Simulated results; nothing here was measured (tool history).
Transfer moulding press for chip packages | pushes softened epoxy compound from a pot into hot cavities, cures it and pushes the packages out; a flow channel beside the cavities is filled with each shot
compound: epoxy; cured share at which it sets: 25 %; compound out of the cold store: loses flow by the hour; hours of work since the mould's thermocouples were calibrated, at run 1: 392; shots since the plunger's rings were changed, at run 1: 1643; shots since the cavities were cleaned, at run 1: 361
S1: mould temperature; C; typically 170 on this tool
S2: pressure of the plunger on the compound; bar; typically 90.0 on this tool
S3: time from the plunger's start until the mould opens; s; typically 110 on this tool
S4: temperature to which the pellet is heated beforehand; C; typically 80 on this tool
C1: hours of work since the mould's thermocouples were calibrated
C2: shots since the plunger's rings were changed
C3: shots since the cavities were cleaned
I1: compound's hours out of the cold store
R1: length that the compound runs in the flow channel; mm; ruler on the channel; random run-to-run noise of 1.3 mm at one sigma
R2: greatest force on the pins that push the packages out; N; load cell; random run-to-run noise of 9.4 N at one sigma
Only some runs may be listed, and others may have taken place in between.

run    hour   S1     S2   S3  S4   C1    C2   C3    I1   R1   R2
  1     0.0  170   90.0  110  80  392  1643  361  11.0  623  678
       17.0  -- cavities cleaned with cleaning compound and waxed
       75.8  -- cavities cleaned with cleaning compound and waxed
  2    82.1  170   90.0  110  80  428  2293   52  35.9  508  477
      131.6  -- cavities cleaned with cleaning compound and waxed
  3   140.9  170   90.0  118  80  455  2764   77  10.1  622  470
      186.9  -- cavities cleaned with cleaning compound and waxed
  4   190.5  170   90.0  129  80  477  3159   30  46.7  464  372
      210.1  -- plunger's sealing rings changed
      244.7  -- cavities cleaned with cleaning compound and waxed
  5   259.2  170   90.0  129  80  507   391  120  18.6  593  423
      298.9  -- cavities cleaned with cleaning compound and waxed
  6   305.9  170   90.0  129  80  528   762   57  31.2  535  388
      355.7  -- cavities cleaned with cleaning compound and waxed
  7   391.3  170  107.4  110  80  566  1451  292  30.8  581  586
      415.2  -- cavities cleaned with cleaning compound and waxed
      446.1  -- mould's thermocouples calibrated
      475.2  -- cavities cleaned with cleaning compound and waxed
  8   485.2  170   90.0  110  80   17  2181   82   8.9  634  513
      532.7  -- cavities cleaned with cleaning compound and waxed
  9   570.9  170   90.0  110  85   56  2872  314  25.6  546  585
      593.8  -- cavities cleaned with cleaning compound and waxed
      630.0  -- plunger's sealing rings changed
 10   630.0  170   90.0  110  85   82     0  277  23.5  575  597
      652.6  -- cavities cleaned with cleaning compound and waxed
 11   676.8  170   90.0  112  80  102   372  199  44.3  483  525
      708.8  -- cavities cleaned with cleaning compound and waxed
 12   751.5  170   90.0  112  80  136   972  350  47.1  470  576
      764.3  -- cavities cleaned with cleaning compound and waxed
 13   804.3  170   90.0  112  80  160  1394  329  43.6  482  586
      818.9  -- cavities cleaned with cleaning compound and waxed
      875.1  -- cavities cleaned with cleaning compound and waxed
 14   888.8  170   90.0  112  80  197  2064  113  14.2  608  506
      928.9  -- cavities cleaned with cleaning compound and waxed
 15   932.8  170   90.0  131  80  217  2412   32  45.5  471  386
      984.4  -- cavities cleaned with cleaning compound and waxed
 16   997.2  170   90.0  118  79  246  2929  105  46.0  467  436
     1042.8  -- plunger's sealing rings changed
     1044.3  -- cavities cleaned with cleaning compound and waxed
 17  1083.5  166  104.1  120  80  284   321  321  43.1  530  618
     1103.4  -- cavities cleaned with cleaning compound and waxed
 18  1144.0  175   96.6  148  71  311   806  333  30.8  547  465
     1158.2  -- cavities cleaned with cleaning compound and waxed
     1216.3  -- cavities cleaned with cleaning compound and waxed
 19  1236.3  175   96.6  148  71  352  1539  164  15.7  614  451
     1275.0  -- cavities cleaned with cleaning compound and waxed
 20  1275.9  163   90.0  110  80  370  1853    9  45.9  480  671
     1332.8  -- cavities cleaned with cleaning compound and waxed
 21  1350.2  174   90.0  104  77  403  2450  143  15.6  588  478
     1388.7  -- cavities cleaned with cleaning compound and waxed
 22  1404.0  176   90.0  110  80  427  2879  125  32.1  512  411
     1446.5  -- cavities cleaned with cleaning compound and waxed
     1456.7  -- plunger's sealing rings changed
 23  1488.2  176   90.0  110  80  464   258  322  12.5  615  481
     1507.9  -- cavities cleaned with cleaning compound and waxed
 24  1540.6  164   69.9  127  87  488   676  268   8.2  581  690
     1566.5  -- cavities cleaned with cleaning compound and waxed
 25  1592.1  167   90.0  105  80  511  1087  210  21.9  577  754

For run 26, what comes out?
     1622.4  -- cavities cleaned with cleaning compound and waxed
 26  1646.4  167  90.0  105  80  535  1520  197  43.1   ?   ?

R1: 487 mm
R2: 692 N
If the tool had no hidden condition, the same run with the same run-to-run variation would have returned R1 493 mm, R2 514 N.
